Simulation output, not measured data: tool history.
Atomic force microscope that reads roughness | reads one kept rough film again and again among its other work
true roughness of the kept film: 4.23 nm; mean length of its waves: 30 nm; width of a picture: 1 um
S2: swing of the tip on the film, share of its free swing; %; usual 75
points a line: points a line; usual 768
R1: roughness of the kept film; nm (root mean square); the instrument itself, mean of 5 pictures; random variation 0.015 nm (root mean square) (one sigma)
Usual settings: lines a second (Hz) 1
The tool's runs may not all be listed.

{"run": 1, "hour": 0.0, "lines a second (Hz)": 1, "S2": 75, "points a line": 768, "R1": 2.932}
{"run": 2, "hour": 6.3, "lines a second (Hz)": 1, "S2": 58, "points a line": 768, "R1": 3.042}
{"hour": 15.6, "done": "new tip fitted"}
{"run": 3, "hour": 16.4, "lines a second (Hz)": 1, "S2": 58, "points a line": 768, "R1": 3.746}
{"run": 4, "hour": 23.8, "lines a second (Hz)": 1, "S2": 75, "points a line": 768, "R1": 3.514}
{"run": 5, "hour": 33.7, "lines a second (Hz)": 1, "S2": 75, "points a line": 768, "R1": 3.458}
{"run": 6, "hour": 42.2, "lines a second (Hz)": 1, "S2": 70, "points a line": 768, "R1": 3.458}
{"run": 7, "hour": 51.5, "lines a second (Hz)": 1, "S2": 70, "points a line": 768, "R1": 3.402}
{"run": 8, "hour": 57.1, "lines a second (Hz)": 1, "S2": 70, "points a line": 768, "R1": 3.359}
{"run": 9, "hour": 65.8, "lines a second (Hz)": 1, "S2": 70, "points a line": 768, "R1": 3.292}
{"run": 10, "hour": 74.2, "lines a second (Hz)": 2.84, "S2": 70, "points a line": 768, "R1": 2.909}
{"run": 11, "hour": 82.9, "lines a second (Hz)": 1, "S2": 80, "points a line": 768, "R1": 3.045}
{"run": 12, "hour": 92.4, "lines a second (Hz)": 1, "S2": 80, "points a line": 768, "R1": 2.989}
{"run": 13, "hour": 102.3, "lines a second (Hz)": 1, "S2": 55, "points a line": 768, "R1": 3.177}
{"run": 14, "hour": 107.9, "lines a second (Hz)": 0.95, "S2": 75, "points a line": 768, "R1": 2.991}
{"run": 15, "hour": 113.8, "lines a second (Hz)": 1, "S2": 75, "points a line": 768, "R1": 2.966}
{"run": 16, "hour": 121.8, "lines a second (Hz)": 1, "S2": 75, "points a line": 768, "R1": 2.929}
{"hour": 128.4, "done": "new tip fitted"}
{"run": 17, "hour": 130.0, "lines a second (Hz)": 1, "S2": 75, "points a line": 985, "R1": 3.569}
{"run": 18, "hour": 136.6, "lines a second (Hz)": 1, "S2": 75, "points a line": 768, "R1": 3.522}
{"run": 19, "hour": 141.1, "lines a second (Hz)": 1, "S2": 63, "points a line": 768, "R1": 3.644}
{"run": 20, "hour": 150.8, "lines a second (Hz)": 1, "S2": 63, "points a line": 768, "R1": 3.527}
{"run": 21, "hour": 157.7, "lines a second (Hz)": 1, "S2": 63, "points a line": 306, "R1": 3.453}
{"run": 22, "hour": 163.2, "lines a second (Hz)": 1, "S2": 75, "points a line": 768, "R1": 3.33}
{"run": 23, "hour": 173.9, "lines a second (Hz)": 1, "S2": 75, "points a line": 768, "R1": 3.249}
{"run": 24, "hour": 181.0, "lines a second (Hz)": 1, "S2": 75, "points a line": 768, "R1": 3.193}
{"run": 25, "hour": 186.1, "lines a second (Hz)": 1, "S2": 75, "points a line": 768, "R1": 3.175}
{"run": 26, "hour": 195.9, "lines a second (Hz)": 1, "S2": 75, "points a line": 768, "R1": 3.108}
{"run": 27, "hour": 205.2, "lines a second (Hz)": 0.52, "S2": 75, "points a line": 768, "R1": 3.182}
{"run": 28, "hour": 214.2, "lines a second (Hz)": 0.52, "S2": 75, "points a line": 768, "R1": 3.123}
{"run": 29, "hour": 224.2, "lines a second (Hz)": 1.02, "S2": 70, "points a line": 907, "R1": 3.015}
{"run": 30, "hour": 233.1, "lines a second (Hz)": 3.31, "S2": 79, "points a line": 907, "R1": 2.383}
{"hour": 234.7, "done": "height scale calibrated on a step standard"}
{"hour": 242.4, "done": "new tip fitted"}
{"run": 31, "hour": 245.2, "lines a second (Hz)": 2.28, "S2": 64, "points a line": 967, "R1": 3.535}
{"run": 32, "hour": 254.3, "lines a second (Hz)": 2.28, "S2": 64, "points a line": 967, "R1": 3.466}
{"hour": 265.6, "done": "height scale calibrated on a step standard, once more"}
{"run": 33, "hour": 265.6, "lines a second (Hz)": 3.15, "S2": 75, "points a line": 768, "R1": 2.91}
{"run": 34, "hour": 271.3, "lines a second (Hz)": 0.52, "S2": 67, "points a line": 321, "R1": 3.524}
{"run": 35, "hour": 281.0, "lines a second (Hz)": 1, "S2": 87, "points a line": 429, "R1": 3.132}
{"run": 36, "hour": 291.1, "lines a second (Hz)": 1.51, "S2": 75, "points a line": 603, "R1": 3.137}
{"run": 37, "hour": 295.6, "lines a second (Hz)": 1.51, "S2": 83, "points a line": 764, "R1": 2.952}
{"run": 38, "hour": 301.4, "lines a second (Hz)": 0.54, "S2": 76, "points a line": 291, "R1": 3.269}
{"run": 39, "hour": 309.8, "lines a second (Hz)": 0.54, "S2": 76, "points a line": 291, "R1": 3.196}
{"run": 40, "hour": 317.5, "lines a second (Hz)": 3.25, "S2": 56, "points a line": 364, "R1": 3.07}
{"run": 41, "hour": 328.7, "lines a second (Hz)": 1.62, "S2": 59, "points a line": 268, "R1": 3.076}
{"run": 42, "hour": 335.5, "lines a second (Hz)": 1.18, "S2": 59, "points a line": 283, "R1": 3.119}
{"run": 43, "hour": 341.9, "lines a second (Hz)": 1.02, "S2": 75, "points a line": 768, "R1": 2.963}
{"run": 44, "hour": 352.0, "lines a second (Hz)": 0.65, "S2": 85, "points a line": 814, "R1": 2.919}
{"hour": 357.2, "done": "new tip fitted"}
{"run": 45, "hour": 358.7, "lines a second (Hz)": 0.65, "S2": 85, "points a line": 814, "R1": 3.537}
{"run": 46, "hour": 367.3, "lines a second (Hz)": 2.86, "S2": 85, "points a line": 814, "R1": 2.7}
{"run": 47, "hour": 373.5, "lines a second (Hz)": 0.72, "S2": 77, "points a line": 814, "R1": 3.48}
{"run": 48, "hour": 381.9, "lines a second (Hz)": 0.72, "S2": 77, "points a line": 814, "R1": 3.444}
{"run": 49, "hour": 391.1, "lines a second (Hz)": 0.72, "S2": 77, "points a line": 814, "R1": 3.381}
{"run": 50, "hour": 398.2, "lines a second (Hz)": 0.72, "S2": 77, "points a line": 814, "R1": 3.336}
{"run": 51, "hour": 403.6, "lines a second (Hz)": 0.71, "S2": 66, "points a line": 322, "R1": 3.364}
{"run": 52, "hour": 411.1, "lines a second (Hz)": 0.71, "S2": 70, "points a line": 403, "R1": 3.302}
{"run": 53, "hour": 419.1, "lines a second (Hz)": 0.71, "S2": 70, "points a line": 403, "R1": 3.252}

4 ways to go on from here, each from the tool as it stands after run 53. What would each give?
{"run": "A", "hour": 427.8, "lines a second (Hz)": 1.83, "S2": 84, "points a line": 768, "R1": "?"}
{"run": "B", "hour": 427.8, "lines a second (Hz)": 1, "S2": 56, "points a line": 768, "R1": "?"}
{"run": "C", "hour": 427.8, "lines a second (Hz)": 2.32, "S2": 72, "points a line": 768, "R1": "?"}
{"run": "D", "hour": 427.8, "lines a second (Hz)": 3.74, "S2": 64, "points a line": 535, "R1": "?"}

run=A R1=2.725
run=B R1=3.285
run=C R1=2.886
run=D R1=2.879
Without the tool's hidden state the same runs would have given:
run=A R1=3.141
run=B R1=3.787
run=C R1=3.327
run=D R1=3.319
